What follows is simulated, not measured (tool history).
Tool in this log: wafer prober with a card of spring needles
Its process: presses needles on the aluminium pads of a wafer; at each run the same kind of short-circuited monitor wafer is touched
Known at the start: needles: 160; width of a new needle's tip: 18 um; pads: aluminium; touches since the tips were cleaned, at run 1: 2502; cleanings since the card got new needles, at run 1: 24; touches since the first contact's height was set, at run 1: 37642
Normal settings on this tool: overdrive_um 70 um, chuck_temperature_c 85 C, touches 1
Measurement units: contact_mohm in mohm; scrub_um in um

run    day  overdrive_um  chuck_temperature_c  touches  touches since the tips were cleaned  cleanings since the card got new needles  touches since the first contact's height was set  contact_mohm  scrub_um
  1      0            70                   85        1                                 2502                                        24                                             37642           137     14.53
  2  0.258            70                   85        1                                 5420                                        24                                             40560           138     14.49
     0.312  -- tips cleaned on abrasive film
  3  0.642            70                   85        2                                 3684                                        25                                             44796           136     14.46
     0.871  -- tips cleaned on abrasive film
  4  1.004            70                   85        1                                 1511                                        26                                             48831           135     14.39
  5  1.258            70                   85        1                                 4335                                        26                                             51655           136     14.45
     1.421  -- tips cleaned on abrasive film
  6  1.562            79                   85        1                                 1605                                        27                                             55039           134     16.24
  7  1.762            79                   85        1                                 3852                                        27                                             57286           136     16.48
     1.967  -- tips cleaned on abrasive film
  8  2.112            79                   85        1                                 1671                                        28                                             61164           134     16.46
  9  2.317            70                   85        1                                 3969                                        28                                             63462           135     14.49
       2.5  -- tips cleaned on abrasive film
 10  2.704            60                   85        1                                 2296                                        29                                             67741           140     12.36
 11  2.958            60                   85        1                                 5161                                        29                                             70606           140     12.41
     3.054  -- tips cleaned on abrasive film
 12  3.167            70                   85        1                                 1276                                        30                                             72881           135     14.49
 13  3.417            70                   85        1                                 4080                                        30                                             75685           134      14.6
     3.596  -- tips cleaned on abrasive film
 14  3.788            70                   85        1                                 2142                                        31                                             79800           137     14.51
     4.129  -- tips cleaned on abrasive film
 15  4.179            70                   85        1                                  542                                        32                                             84128           137     14.53
 16  4.375            70                   85        1                                 2764                                        32                                             86350           137     14.59
     4.658  -- tips cleaned on abrasive film
 17  4.733            70                   85        1                                  803                                        33                                             90297           136     14.49
 18  5.029            83                   85        2                                 4118                                        33                                             93612           135     17.12
     5.192  -- tips cleaned on abrasive film
 19  5.262            74                  100        2                                  831                                        34                                             96217           135     15.29
 20  5.654            59                  111        2                                 5228                                        34                                            100614           143     12.13
     5.754  -- tips cleaned on abrasive film
 21  6.075            81                   40        1                                 3601                                        35                                            105276           126     16.76
 22  6.262            66                  121        3                                 5718                                        35                                            107393           145     13.66
     6.308  -- tips cleaned on abrasive film
 23  6.496            70                  100        1                                 2119                                        36                                            109957           137     14.53
 24  6.692            56                  121        1                                 4321                                        36                                            112159           143     11.61
      6.85  -- tips cleaned on abrasive film
 25  6.983            56                  121        1                                 1455                                        37                                            115343           146     11.59
 26  7.158            70                  121        2                                 3423                                        37                                            117311           141     14.41
     7.396  -- tips cleaned on abrasive film
 27  7.504            70                  121        2                                 1212                                        38                                            121141           138     14.47
 28  7.708            55                   36        1                                 3540                                        38                                            123469           133     11.39
     7.846  -- height of the first contact set anew
     7.942  -- tips cleaned on abrasive film
 29  7.942            69                   76        2                                    0                                        39                                              1055           136     14.38
 30   8.15            69                   76        2                                 2330                                        39                                              3385           136     14.31
 31  8.379            50                   54        2                                 4898                                        39                                              5953           139     10.39
     8.475  -- tips cleaned on abrasive film
 32  8.592            71                   85        1                                 1302                                        40                                              8281           136     14.71
 33  8.892            71                   85        1                                 4668                                        40                                             11647           134     14.66
     9.025  -- tips cleaned on abrasive film
 34  9.308            71                   33        1                                 3157                                        41                                             16279           129     14.78

Each row is a separate what-if for the run after 34, all from the same tool condition, not one after another. Results?
     9.571  -- tips cleaned on abrasive film
  A  9.646            50                   50        1                                  847                                        42                                             20034             ?         ?
     9.571  -- tips cleaned on abrasive film
  B  9.646            56                   33        2                                  847                                        42                                             20034             ?         ?
     9.571  -- tips cleaned on abrasive film
  C  9.646            53                   33        1                                  847                                        42                                             20034             ?         ?
     9.571  -- tips cleaned on abrasive film
  D  9.646            77                   42        1                                  847                                        42                                             20034             ?         ?

run  contact_mohm  scrub_um
  A           138     10.34
  B           131     11.55
  C           133     11.03
  D           130     15.98
What these runs would have given with no unlogged condition in the tool:
run  contact_mohm  scrub_um
  A           138     10.34
  B           131     11.55
  C           133     11.03
  D           130     15.98
